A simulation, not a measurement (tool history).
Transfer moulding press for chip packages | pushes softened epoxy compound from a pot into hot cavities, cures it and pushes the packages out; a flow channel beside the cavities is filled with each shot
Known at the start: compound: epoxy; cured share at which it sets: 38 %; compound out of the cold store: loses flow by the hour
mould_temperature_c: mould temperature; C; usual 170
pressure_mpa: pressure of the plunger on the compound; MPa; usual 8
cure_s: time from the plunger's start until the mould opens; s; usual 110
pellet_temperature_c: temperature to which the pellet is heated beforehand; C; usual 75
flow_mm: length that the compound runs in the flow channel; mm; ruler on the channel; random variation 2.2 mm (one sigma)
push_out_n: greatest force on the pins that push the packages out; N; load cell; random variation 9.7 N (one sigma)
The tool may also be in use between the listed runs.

run    day  mould_temperature_c  pressure_mpa  cure_s  pellet_temperature_c  incoming compound's hours out of the cold store  flow_mm  push_out_n
  1      0                  170             8     110                    75                                             42.8      757         670
  2  0.942                  170             8     110                    75                                             22.2      835         758
     1.333  -- cavities cleaned with cleaning compound and waxed
  3  2.238                  170             8     110                    75                                               39      767         519
  4  3.796                  170             8     110                    75                                             46.3      739         634
  5  4.675                  170             8     110                    79                                             40.3      759         685
     5.871  -- cavities cleaned with cleaning compound and waxed
  6  5.871                  170          7.08     110                    75                                             33.8      735         457

The next listed run, before its measurement:
  7  6.879                  170          7.08     130                    83                                             44.4        ?           ?

flow_mm: 695 mm
push_out_n: 474 N
Without the tool's hidden state the same run would have given flow_mm 728 mm, push_out_n 388 N.
